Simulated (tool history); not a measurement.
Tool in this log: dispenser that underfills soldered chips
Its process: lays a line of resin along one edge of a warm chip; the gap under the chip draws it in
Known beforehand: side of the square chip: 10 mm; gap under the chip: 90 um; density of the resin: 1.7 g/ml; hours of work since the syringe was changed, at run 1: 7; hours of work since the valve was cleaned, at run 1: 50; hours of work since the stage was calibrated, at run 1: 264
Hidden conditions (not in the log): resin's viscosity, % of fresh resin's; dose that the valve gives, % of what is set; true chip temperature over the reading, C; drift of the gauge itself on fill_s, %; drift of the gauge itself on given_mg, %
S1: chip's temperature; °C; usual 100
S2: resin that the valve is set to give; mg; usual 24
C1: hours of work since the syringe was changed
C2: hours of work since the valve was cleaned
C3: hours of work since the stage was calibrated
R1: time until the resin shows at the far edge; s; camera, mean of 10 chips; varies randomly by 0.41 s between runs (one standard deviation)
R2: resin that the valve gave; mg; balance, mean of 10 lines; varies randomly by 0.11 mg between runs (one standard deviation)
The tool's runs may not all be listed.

run   hour   S1    S2  C1   C2   C3    R1     R2
  1      0  100    24   7   50  264  37.2  22.88
         2  -- new syringe of resin
  2    7.5  100    24   4   55  269  31.4   22.6
      12.8  -- new syringe of resin
  3   18.4   85    24   4   63  277  59.1  22.51
      23.5  -- new syringe of resin
  4   27.2   85    24   3   69  283  53.2  22.48
      34.3  -- new syringe of resin
  5   39.5   85    24   4   77  291  57.7  22.33
      45.1  -- new syringe of resin
  6   47.3   85    24   2   82  296  51.1  22.27
      55.8  -- new syringe of resin
  7   59.4   85  30.9   3   91  305  52.1  28.26
  8   65.8   85  30.9   7   95  309  65.7  28.17
      66.9  -- new syringe of resin
  9   72.7   85  30.9   4  100  314  54.4  28.22
      78.5  -- new syringe of resin
      82.6  -- dispensing valve cleaned and set on the balance
 10   84.9   85  30.9   4    2  322  55.9  30.68
        91  -- new syringe of resin
 11   98.7  100    24   5   11  331  33.4  23.81
     101.9  -- new syringe of resin
     113.2  -- new syringe of resin
 12  114.7  100    24   1   22  342  27.8  23.63
     123.8  -- new syringe of resin
 13  124.7  100    24   1   29  349  27.2  23.57
 14  133.7  100    24   7   35  355  37.2  23.28
     135.3  -- new syringe of resin
     145.9  -- new syringe of resin
 15  148.7  100  20.8   2   45  365  29.7  19.85
     156.9  -- new syringe of resin
 16    161  100  20.8   3   54  374  30.9  19.78
     167.5  -- new syringe of resin
 17  172.2  100  20.8   3   62  382    31  19.75
     178.8  -- new syringe of resin
 18  182.2  100  20.8   2   68  388  29.8  19.44
     189.4  -- new syringe of resin
 19  192.4  100  20.8   2   75  395  30.1  19.25
 20  199.6  112  23.3   7   81  400  24.4  21.55
     200.8  -- new syringe of resin
     211.5  -- new syringe of resin
 21  213.6  112  23.3   1   90  410  18.1  21.33
 22  220.3   85  28.4   6   95  415  60.5  25.96
     222.9  -- new syringe of resin
 23  229.9   85  28.4   5  101  421  56.2  25.67
     233.9  -- new syringe of resin
     237.8  -- dispensing valve cleaned and set on the balance
 24  240.3   85  28.4   4    2  428  52.1  28.19
     245.7  -- new syringe of resin
 25    253   85  28.4   5   11  436  56.7  28.05
     256.8  -- new syringe of resin
 26  263.7   85  28.4   5   18  444  57.4  28.01
     267.5  -- new syringe of resin
     278.8  -- new syringe of resin
 27    279   85  28.4   0   28  454  43.1  27.55
     290.3  -- new syringe of resin
 28  290.3   85  28.4   0   36  462  43.2  27.38
     301.1  -- new syringe of resin
 29  301.7   87  22.5   0   44  470  43.6  21.62
 30  308.1   87  22.5   5   48  474  52.8  21.61
     312.8  -- new syringe of resin
 31  317.9   87  22.5   4   55  481  49.5  21.22
     323.8  -- new syringe of resin
 32  330.5   87  22.5   5   64  490  52.9  21.19
     334.5  -- new syringe of resin
 33  340.8  106    24   4   71  497  25.2  22.38

Subtracting, for every run, the result it would have given without the tool's unlogged condition from the measured result gives the following. The same run-to-run variation enters both numbers; the gauge's scatter may not:
run     R1     R2
  1   +8.6   -1.1
  2   +3.5  -1.21
  3   +8.5  -1.35
  4   +2.8  -1.49
  5   +6.3  -1.66
  6   +0.8  -1.78
  7   +2.4  -2.49
  8  +14.9  -2.61
  9   +5.4  -2.76
 10     +5  -0.12
 11   +5.1   -0.3
 12   -0.5  -0.52
 13   -1.6  -0.66
 14   +7.8  -0.79
 15   +0.4  -0.87
 16   +1.3  -1.03
 17   +2.1  -1.18
 18     +1   -1.3
 19   +0.5  -1.44
 20   +5.4   -1.7
 21   -0.1  -1.91
 22  +10.2  -2.45
 23   +5.9  -2.63
 24   +3.6  -0.07
 25   +7.1  -0.29
 26   +7.2  -0.47
 27   -5.7  -0.73
 28   -6.8  -0.92
 29   -4.3   -0.9
 30   +5.9  -0.99
 31   +2.7  -1.13
 32   +5.2   -1.3
 33   +2.5  -1.54
